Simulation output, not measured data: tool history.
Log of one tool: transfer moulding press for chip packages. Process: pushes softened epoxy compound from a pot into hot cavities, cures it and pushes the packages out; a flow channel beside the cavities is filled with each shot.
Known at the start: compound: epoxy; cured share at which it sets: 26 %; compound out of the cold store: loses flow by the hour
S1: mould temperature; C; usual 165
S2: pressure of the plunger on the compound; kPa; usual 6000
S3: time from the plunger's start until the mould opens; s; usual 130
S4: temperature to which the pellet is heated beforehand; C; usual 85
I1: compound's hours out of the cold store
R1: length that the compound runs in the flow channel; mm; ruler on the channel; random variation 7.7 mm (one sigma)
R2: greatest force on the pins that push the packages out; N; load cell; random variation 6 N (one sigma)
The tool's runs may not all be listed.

Run 1, hour 0.0: usual settings; I1 45.1. Result: R1 826 mm, R2 415 N.
At hour 29.7: cavities cleaned with cleaning compound and waxed.
Run 2, hour 60.9: usual settings but S4 86 C; I1 21.1. Result: R1 932 mm, R2 542 N.
Run 3, hour 102.1: usual settings but S4 79 C; I1 20.7. Result: R1 927 mm, R2 501 N.
At hour 120.0: cavities cleaned with cleaning compound and waxed.
At hour 125.7: cavities cleaned with cleaning compound and waxed, once more.
Run 4, hour 156.6: usual settings but S4 79 C; I1 44.6. Result: R1 807 mm, R2 381 N.
Run 5, hour 183.8: usual settings but S4 79 C; I1 11.3. Result: R1 955 mm, R2 442 N.
At hour 211.8: cavities cleaned with cleaning compound and waxed.
Run 6, hour 220.3: usual settings but S1 158 C; I1 24.9. Result: R1 941 mm, R2 409 N.
Run 7, hour 257.6: usual settings but S1 158 C; I1 28.7. Result: R1 903 mm, R2 603 N.
Run 8, hour 289.0: usual settings but S1 158 C; I1 26.7. Result: R1 907 mm, R2 707 N.
At hour 298.9: cavities cleaned with cleaning compound and waxed.
Run 9, hour 322.0: usual settings; I1 19.7. Result: R1 906 mm, R2 361 N.
Run 10, hour 357.3: usual settings but S1 163 C; I1 46.6. Result: R1 799 mm, R2 469 N.
At hour 386.1: cavities cleaned with cleaning compound and waxed.
Run 11, hour 386.1: usual settings but S1 163 C; I1 37.2. Result: R1 816 mm, R2 246 N.
Run 12, hour 414.6: usual settings but S4 84 C; I1 16.8. Result: R1 911 mm, R2 372 N.
Run 13, hour 467.7: usual settings but S1 163 C; I1 44.2. Result: R1 776 mm, R2 506 N.
At hour 472.1: cavities cleaned with cleaning compound and waxed.
Run 14, hour 502.0: usual settings but S1 166 C; I1 19.4. Result: R1 897 mm, R2 360 N.
Run 15, hour 540.6: usual settings but S1 161 C, S2 5660 kPa, S3 116 s, S4 79 C; I1 11.8. Result: R1 926 mm, R2 754 N.
At hour 561.8: cavities cleaned with cleaning compound and waxed.
At hour 576.0: plunger's sealing rings changed.
Run 16, hour 585.2: usual settings but S1 164 C, S3 117 s; I1 34.5. Result: R1 883 mm, R2 392 N.
Run 17, hour 632.3: usual settings but S1 164 C, S3 117 s; I1 25.6. Result: R1 919 mm, R2 564 N.
At hour 650.5: cavities cleaned with cleaning compound and waxed.
Run 18, hour 694.3: usual settings but S1 164 C, S3 164 s; I1 28.0. Result: R1 906 mm, R2 374 N.
At hour 739.0: cavities cleaned with cleaning compound and waxed.
Run 19, hour 757.7: usual settings but S3 141 s, S4 78 C; I1 38.4. Result: R1 861 mm, R2 322 N.
Run 20, hour 800.0: usual settings but S3 141 s, S4 78 C; I1 40.2. Result: R1 840 mm, R2 419 N.
At hour 825.4: cavities cleaned with cleaning compound and waxed.
Run 21, hour 846.8: usual settings but S2 7310 kPa, S3 116 s, S4 90 C; I1 39.0. Result: R1 931 mm, R2 392 N.
At hour 867.5: mould's thermocouples calibrated.
Run 22, hour 902.1: usual settings but S1 171 C, S3 159 s, S4 77 C; I1 37.8. Result: R1 813 mm, R2 406 N.
At hour 918.8: cavities cleaned with cleaning compound and waxed.
Run 23, hour 939.6: usual settings but S2 7090 kPa, S4 93 C; I1 24.8. Result: R1 958 mm, R2 318 N.
Run 24, hour 991.9: usual settings but S3 137 s, S4 89 C; I1 41.8. Result: R1 812 mm, R2 426 N.
At hour 1008.9: cavities cleaned with cleaning compound and waxed.
Run 25, hour 1026.1: usual settings but S1 158 C, S2 6630 kPa, S3 111 s, S4 89 C; I1 18.4. Result: R1 979 mm, R2 697 N.
Run 26, hour 1083.2: usual settings but S1 162 C, S2 6630 kPa, S3 127 s, S4 89 C; I1 34.5. Result: R1 888 mm, R2 534 N.
At hour 1095.6: cavities cleaned with cleaning compound and waxed.
Run 27, hour 1122.1: usual settings but S1 168 C, S2 5780 kPa, S3 147 s; I1 32.9. Result: R1 816 mm, R2 329 N.
At hour 1184.6: cavities cleaned with cleaning compound and waxed.
Run 28, hour 1185.3: usual settings but S1 162 C, S2 6800 kPa, S3 146 s, S4 81 C; I1 26.9. Result: R1 935 mm, R2 233 N.

Measured less the same run without the tool's hidden state. The same run-to-run variation is in both; the gauge's scatter may not be:
The hidden state here: true mould temperature over the reading, C; pressure that reaches the compound, % of what is set; grip of the stained cavities, % over clean ones'; drift of the gauge itself on flow_mm, %; drift of the gauge itself on push_out_n, %.
run   R1    R2
  1   -9  +202
  2  -17  +320
  3  -22  +281
  4  -24  +154
  5  -31  +213
  6  -35   +77
  7  -37  +279
  8  -40  +366
  9  -44  +129
 10  -43  +231
 11  -46    +4
 12  -55  +144
 13  -53  +261
 14  -64  +143
 15  -71  +390
 16   +2  +139
 17   -3  +289
 18  -10  +168
 19  -14  +105
 20  -19  +213
 21  -26  +146
 22  -33  +206
 23  -43  +105
 24  -41  +216
 25  -54  +208
 26  -56  +273
 27  -56  +121
 28  -72    +7
